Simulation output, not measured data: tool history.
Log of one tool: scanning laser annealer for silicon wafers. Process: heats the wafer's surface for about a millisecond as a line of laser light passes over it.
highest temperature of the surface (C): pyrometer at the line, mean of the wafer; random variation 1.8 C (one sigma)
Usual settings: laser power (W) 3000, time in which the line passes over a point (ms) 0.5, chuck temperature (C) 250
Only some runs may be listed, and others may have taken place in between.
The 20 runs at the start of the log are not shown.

| run | hour | laser power (W) | time in which the line passes over a point (ms) | chuck temperature (C) | hours of work since the window was cleaned | hours of work since the power meter was calibrated | hours of work since the optics were aligned | highest temperature of the surface (C) |
|---|---|---|---|---|---|---|---|---|
| 21 | 199.7 | 3000 | 0.476 | 213 | 409 | 18 | 12 | 960 |
| 22 | 209.5 | 3000 | 0.476 | 213 | 414 | 23 | 17 | 959 |
| 23 | 215 | 2609 | 0.514 | 235 | 416 | 26 | 19 | 913 |
| 24 | 226.1 | 2609 | 0.514 | 235 | 422 | 31 | 25 | 910 |
| 25 | 232.7 | 3092 | 0.555 | 238 | 425 | 35 | 28 | 1073 |
| 26 | 245.5 | 2995 | 0.555 | 259 | 431 | 41 | 34 | 1069 |
| 27 | 255 | 2995 | 0.469 | 280 | 436 | 46 | 39 | 1021 |
| 28 | 265.5 | 2660 | 0.507 | 279 | 441 | 51 | 44 | 964 |
| 29 | 272.2 | 2731 | 0.53 | 278 | 445 | 54 | 47 | 997 |
| 30 | 280.6 | 2731 | 0.53 | 278 | 449 | 58 | 52 | 998 |
| 31 | 289.7 | 2909 | 0.461 | 250 | 453 | 63 | 56 | 961 |
| 32 | 296.4 | 3043 | 0.603 | 250 | 457 | 66 | 59 | 1111 |
| 33 | 302 | 3150 | 0.57 | 256 | 459 | 69 | 62 | 1120 |
| 34 | 311.4 | 3150 | 0.57 | 256 | 464 | 74 | 67 | 1120 |
| 35 | 323.4 | 2972 | 0.42 | 271 | 470 | 79 | 73 | 959 |
| 36 | 333.2 | 2904 | 0.5 | 250 | 475 | 84 | 78 | 990 |
| 37 | 339.7 | 3115 | 0.485 | 275 | 478 | 87 | 81 | 1058 |

5 ways to go on from here, each from the tool as it stands after run 37. What would each give?
| A | 349.3 | 2726 | 0.5 | 250 | 483 | 92 | 85 | ? |
| B | 349.3 | 3289 | 0.459 | 250 | 483 | 92 | 85 | ? |
| C | 349.3 | 3115 | 0.412 | 229 | 483 | 92 | 85 | ? |
| D | 349.3 | 3115 | 0.485 | 231 | 483 | 92 | 85 | ? |
| E | 349.3 | 3115 | 0.421 | 241 | 483 | 92 | 85 | ? |

| run | highest temperature of the surface (C) |
|---|---|
| A | 945 |
| B | 1052 |
| C | 940 |
| D | 1012 |
| E | 958 |
Without the tool's hidden state the same runs would have given:
| run | highest temperature of the surface (C) |
|---|---|
| A | 956 |
| B | 1065 |
| C | 951 |
| D | 1024 |
| E | 969 |
